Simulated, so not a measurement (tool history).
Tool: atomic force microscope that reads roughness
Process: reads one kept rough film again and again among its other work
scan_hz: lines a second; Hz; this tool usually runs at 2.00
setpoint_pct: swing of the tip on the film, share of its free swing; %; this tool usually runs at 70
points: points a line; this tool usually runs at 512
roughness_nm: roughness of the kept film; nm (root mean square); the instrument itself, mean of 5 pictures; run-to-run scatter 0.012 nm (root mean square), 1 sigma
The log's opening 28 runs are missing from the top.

run	day	scan_hz	setpoint_pct	points	roughness_nm
29	8.929	3.30	57	381	2.708
30	9.279	3.30	57	554	2.709
31	9.683	3.30	57	554	2.678
32	9.958	0.98	78	954	2.660
33	10.250	2.23	86	954	2.397
34	10.438	0.63	70	350	2.699
35	10.662	0.63	70	350	2.709
36	10.917	1.82	61	538	2.679
# day 11.075: new tip fitted
37	11.233	1.82	61	538	2.959
38	11.417	1.91	56	512	2.982
39	11.650	0.86	82	771	2.889
40	11.979	0.86	82	771	2.880
41	12.304	0.86	82	771	2.878
42	12.554	0.86	82	771	2.862
43	12.742	2.00	57	605	2.928
44	12.946	1.62	69	307	2.847
45	13.142	1.62	69	307	2.837
46	13.533	2.64	62	512	2.814
47	13.908	2.00	70	686	2.775

5 options for the next run, each taken on its own from the tool as it stands now. Forecast them:
A	14.150	0.54	70	268	?
B	14.150	0.56	59	527	?
C	14.150	2.00	69	543	?
D	14.150	0.56	84	512	?
E	14.150	2.00	64	652	?

run	roughness_nm
A	2.876
B	2.924
C	2.768
D	2.840
E	2.823
Without the tool's hidden state the same runs would have given:
run	roughness_nm
A	3.007
B	3.058
C	2.895
D	2.970
E	2.952
